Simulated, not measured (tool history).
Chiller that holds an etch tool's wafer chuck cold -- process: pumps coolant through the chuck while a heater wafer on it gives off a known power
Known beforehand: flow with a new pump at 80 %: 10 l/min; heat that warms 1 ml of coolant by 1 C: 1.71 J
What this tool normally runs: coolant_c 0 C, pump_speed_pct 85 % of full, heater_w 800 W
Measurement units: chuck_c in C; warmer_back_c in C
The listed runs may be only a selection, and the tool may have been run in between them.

run	hour	coolant_c	pump_speed_pct	heater_w	chuck_c	warmer_back_c
1	0.0	0	85	800	5.1	2.60
2	17.1	0	85	800	5.2	2.60
3	47.4	0	85	433	2.6	1.42
4	62.0	-10	85	800	-4.8	2.71
5	79.3	-10	85	800	-4.7	2.57
6	94.3	-10	85	800	-4.9	2.66
7	120.2	-8	85	800	-2.7	2.61
8	135.8	0	85	800	5.3	2.62
9	160.6	0	85	800	5.2	2.63
10	175.8	0	85	800	5.2	2.64
11	194.8	0	85	800	5.3	2.59
12	212.3	0	85	600	3.9	2.01
13	234.0	0	85	600	3.8	1.96
14	255.2	0	85	709	4.7	2.32
15	271.3	2	85	709	6.7	2.31
16	293.9	6	85	800	11.4	2.66
17	307.6	-9	85	674	-4.4	2.20
18	321.3	-9	85	674	-4.8	2.19
19	352.5	3	85	800	8.3	2.70
20	385.9	5	91	1081	11.6	3.29
21	411.2	5	91	1081	11.7	3.30
22	430.5	-8	90	800	-2.9	2.49
23	463.5	-8	90	800	-3.2	2.50
24	496.8	0	93	438	2.5	1.33
25	511.1	0	93	438	2.6	1.31
26	531.3	0	93	438	2.5	1.29
27	547.7	0	83	655	4.4	2.20
28	578.0	7	89	869	12.4	2.76
29	607.8	9	83	845	14.6	2.88
30	636.4	7	93	585	10.5	1.70
31	656.7	0	65	800	7.0	3.54

3 options for the next run, each taken on its own from the tool as it stands now. Forecast them:
A	674.3	0	76	1060	?	?
B	674.3	-3	85	800	?	?
C	674.3	-5	70	513	?	?

run	chuck_c	warmer_back_c
A	7.5	3.94
B	2.2	2.63
C	-1.0	2.09
What these runs would have given with no unlogged condition in the tool:
run	chuck_c	warmer_back_c
A	7.5	3.94
B	2.2	2.63
C	-1.0	2.09
